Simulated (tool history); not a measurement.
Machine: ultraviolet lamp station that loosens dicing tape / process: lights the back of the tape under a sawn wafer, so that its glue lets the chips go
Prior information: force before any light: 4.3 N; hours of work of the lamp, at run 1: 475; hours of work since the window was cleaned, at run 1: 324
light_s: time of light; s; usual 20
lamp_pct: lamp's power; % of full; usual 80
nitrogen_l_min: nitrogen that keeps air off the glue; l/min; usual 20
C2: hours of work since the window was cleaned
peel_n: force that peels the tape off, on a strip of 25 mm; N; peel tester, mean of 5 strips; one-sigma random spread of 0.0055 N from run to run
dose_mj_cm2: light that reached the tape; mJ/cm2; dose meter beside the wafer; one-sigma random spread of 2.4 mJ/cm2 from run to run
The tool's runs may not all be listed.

{"run": 1, "hour": 0.0, "light_s": 20, "lamp_pct": 80, "nitrogen_l_min": 20, "hours of work of the lamp": 475, "C2": 324, "peel_n": 0.184, "dose_mj_cm2": 198}
{"run": 2, "hour": 34.7, "light_s": 20, "lamp_pct": 80, "nitrogen_l_min": 20, "hours of work of the lamp": 501, "C2": 349, "peel_n": 0.191, "dose_mj_cm2": 203}
{"run": 3, "hour": 62.1, "light_s": 20, "lamp_pct": 77, "nitrogen_l_min": 20, "hours of work of the lamp": 521, "C2": 369, "peel_n": 0.22, "dose_mj_cm2": 193}
{"run": 4, "hour": 98.2, "light_s": 20, "lamp_pct": 77, "nitrogen_l_min": 20, "hours of work of the lamp": 547, "C2": 396, "peel_n": 0.235, "dose_mj_cm2": 189}
{"run": 5, "hour": 132.5, "light_s": 20, "lamp_pct": 81, "nitrogen_l_min": 20, "hours of work of the lamp": 572, "C2": 421, "peel_n": 0.213, "dose_mj_cm2": 194}
{"run": 6, "hour": 163.3, "light_s": 20, "lamp_pct": 68, "nitrogen_l_min": 20, "hours of work of the lamp": 595, "C2": 443, "peel_n": 0.309, "dose_mj_cm2": 161}
{"run": 7, "hour": 185.6, "light_s": 20, "lamp_pct": 68, "nitrogen_l_min": 20, "hours of work of the lamp": 611, "C2": 459, "peel_n": 0.334, "dose_mj_cm2": 161}
{"run": 8, "hour": 218.4, "light_s": 20, "lamp_pct": 68, "nitrogen_l_min": 20, "hours of work of the lamp": 635, "C2": 483, "peel_n": 0.348, "dose_mj_cm2": 158}
{"run": 9, "hour": 262.7, "light_s": 20, "lamp_pct": 68, "nitrogen_l_min": 20, "hours of work of the lamp": 667, "C2": 516, "peel_n": 0.354, "dose_mj_cm2": 156}
{"run": 10, "hour": 300.6, "light_s": 20, "lamp_pct": 80, "nitrogen_l_min": 20, "hours of work of the lamp": 695, "C2": 543, "peel_n": 0.267, "dose_mj_cm2": 180}
{"run": 11, "hour": 346.7, "light_s": 20, "lamp_pct": 80, "nitrogen_l_min": 14, "hours of work of the lamp": 728, "C2": 577, "peel_n": 0.357, "dose_mj_cm2": 176}
{"run": 12, "hour": 391.6, "light_s": 20, "lamp_pct": 80, "nitrogen_l_min": 14, "hours of work of the lamp": 761, "C2": 610, "peel_n": 0.35, "dose_mj_cm2": 176}
{"run": 13, "hour": 427.4, "light_s": 20, "lamp_pct": 80, "nitrogen_l_min": 20, "hours of work of the lamp": 787, "C2": 636, "peel_n": 0.291, "dose_mj_cm2": 172}
{"run": 14, "hour": 468.9, "light_s": 20, "lamp_pct": 80, "nitrogen_l_min": 20, "hours of work of the lamp": 818, "C2": 666, "peel_n": 0.303, "dose_mj_cm2": 168}
{"hour": 478.1, "done": "window cleaned of glue's vapour"}
{"run": 15, "hour": 515.1, "light_s": 20, "lamp_pct": 80, "nitrogen_l_min": 20, "hours of work of the lamp": 851, "C2": 27, "peel_n": 0.2, "dose_mj_cm2": 196}
{"run": 16, "hour": 558.7, "light_s": 36, "lamp_pct": 80, "nitrogen_l_min": 20, "hours of work of the lamp": 883, "C2": 59, "peel_n": 0.064, "dose_mj_cm2": 353}
{"run": 17, "hour": 584.6, "light_s": 36, "lamp_pct": 80, "nitrogen_l_min": 20, "hours of work of the lamp": 902, "C2": 78, "peel_n": 0.065, "dose_mj_cm2": 350}
{"run": 18, "hour": 628.4, "light_s": 20, "lamp_pct": 80, "nitrogen_l_min": 12, "hours of work of the lamp": 934, "C2": 110, "peel_n": 0.339, "dose_mj_cm2": 191}
{"run": 19, "hour": 655.8, "light_s": 20, "lamp_pct": 80, "nitrogen_l_min": 12, "hours of work of the lamp": 954, "C2": 130, "peel_n": 0.332, "dose_mj_cm2": 187}
{"run": 20, "hour": 679.4, "light_s": 20, "lamp_pct": 80, "nitrogen_l_min": 12, "hours of work of the lamp": 971, "C2": 147, "peel_n": 0.354, "dose_mj_cm2": 186}
{"run": 21, "hour": 702.5, "light_s": 20, "lamp_pct": 80, "nitrogen_l_min": 20, "hours of work of the lamp": 988, "C2": 164, "peel_n": 0.237, "dose_mj_cm2": 181}
{"run": 22, "hour": 747.1, "light_s": 20, "lamp_pct": 80, "nitrogen_l_min": 20, "hours of work of the lamp": 1020, "C2": 196, "peel_n": 0.259, "dose_mj_cm2": 182}
{"run": 23, "hour": 767.5, "light_s": 20, "lamp_pct": 70, "nitrogen_l_min": 20, "hours of work of the lamp": 1035, "C2": 211, "peel_n": 0.352, "dose_mj_cm2": 158}
{"run": 24, "hour": 810.9, "light_s": 20, "lamp_pct": 80, "nitrogen_l_min": 19, "hours of work of the lamp": 1067, "C2": 243, "peel_n": 0.296, "dose_mj_cm2": 175}
{"run": 25, "hour": 844.0, "light_s": 30, "lamp_pct": 85, "nitrogen_l_min": 15, "hours of work of the lamp": 1091, "C2": 267, "peel_n": 0.116, "dose_mj_cm2": 281}
{"run": 26, "hour": 875.9, "light_s": 12, "lamp_pct": 80, "nitrogen_l_min": 22, "hours of work of the lamp": 1114, "C2": 290, "peel_n": 0.776, "dose_mj_cm2": 100}
{"run": 27, "hour": 906.1, "light_s": 20, "lamp_pct": 67, "nitrogen_l_min": 20, "hours of work of the lamp": 1136, "C2": 312, "peel_n": 0.442, "dose_mj_cm2": 145}
{"run": 28, "hour": 951.8, "light_s": 28, "lamp_pct": 69, "nitrogen_l_min": 16, "hours of work of the lamp": 1170, "C2": 346, "peel_n": 0.226, "dose_mj_cm2": 199}
{"run": 29, "hour": 972.4, "light_s": 28, "lamp_pct": 69, "nitrogen_l_min": 16, "hours of work of the lamp": 1185, "C2": 361, "peel_n": 0.24, "dose_mj_cm2": 197}
{"run": 30, "hour": 994.2, "light_s": 21, "lamp_pct": 72, "nitrogen_l_min": 7, "hours of work of the lamp": 1200, "C2": 377, "peel_n": 0.716, "dose_mj_cm2": 155}
{"run": 31, "hour": 1023.8, "light_s": 38, "lamp_pct": 72, "nitrogen_l_min": 32, "hours of work of the lamp": 1222, "C2": 398, "peel_n": 0.079, "dose_mj_cm2": 276}
{"run": 32, "hour": 1060.6, "light_s": 38, "lamp_pct": 72, "nitrogen_l_min": 32, "hours of work of the lamp": 1249, "C2": 425, "peel_n": 0.066, "dose_mj_cm2": 271}
{"run": 33, "hour": 1081.8, "light_s": 12, "lamp_pct": 72, "nitrogen_l_min": 22, "hours of work of the lamp": 1264, "C2": 441, "peel_n": 1.017, "dose_mj_cm2": 82}
{"run": 34, "hour": 1126.9, "light_s": 12, "lamp_pct": 72, "nitrogen_l_min": 22, "hours of work of the lamp": 1297, "C2": 473, "peel_n": 1.071, "dose_mj_cm2": 80}
{"run": 35, "hour": 1171.3, "light_s": 12, "lamp_pct": 72, "nitrogen_l_min": 22, "hours of work of the lamp": 1330, "C2": 506, "peel_n": 1.113, "dose_mj_cm2": 81}
{"run": 36, "hour": 1190.4, "light_s": 24, "lamp_pct": 98, "nitrogen_l_min": 21, "hours of work of the lamp": 1344, "C2": 520, "peel_n": 0.145, "dose_mj_cm2": 217}
{"run": 37, "hour": 1217.2, "light_s": 15, "lamp_pct": 88, "nitrogen_l_min": 20, "hours of work of the lamp": 1363, "C2": 539, "peel_n": 0.599, "dose_mj_cm2": 125}
{"run": 38, "hour": 1259.1, "light_s": 15, "lamp_pct": 88, "nitrogen_l_min": 20, "hours of work of the lamp": 1394, "C2": 570, "peel_n": 0.619, "dose_mj_cm2": 120}
{"run": 39, "hour": 1282.5, "light_s": 15, "lamp_pct": 88, "nitrogen_l_min": 20, "hours of work of the lamp": 1411, "C2": 587, "peel_n": 0.627, "dose_mj_cm2": 120}
{"run": 40, "hour": 1319.1, "light_s": 15, "lamp_pct": 88, "nitrogen_l_min": 20, "hours of work of the lamp": 1438, "C2": 614, "peel_n": 0.642, "dose_mj_cm2": 116}
{"run": 41, "hour": 1346.6, "light_s": 15, "lamp_pct": 88, "nitrogen_l_min": 20, "hours of work of the lamp": 1458, "C2": 634, "peel_n": 0.65, "dose_mj_cm2": 118}
{"run": 42, "hour": 1370.5, "light_s": 20, "lamp_pct": 74, "nitrogen_l_min": 20, "hours of work of the lamp": 1475, "C2": 651, "peel_n": 0.553, "dose_mj_cm2": 131}

Run 43 is up next; what results do you expect?
{"run": 43, "hour": 1396.7, "light_s": 20, "lamp_pct": 74, "nitrogen_l_min": 20, "hours of work of the lamp": 1494, "C2": 670, "peel_n": "?", "dose_mj_cm2": "?"}

{"run 43": {"peel_n": 0.549, "dose_mj_cm2": 130}}
With the hidden condition absent and the run-to-run variation left alone, this run would have shown peel_n 0.147 N, dose_mj_cm2 232 mJ/cm2.
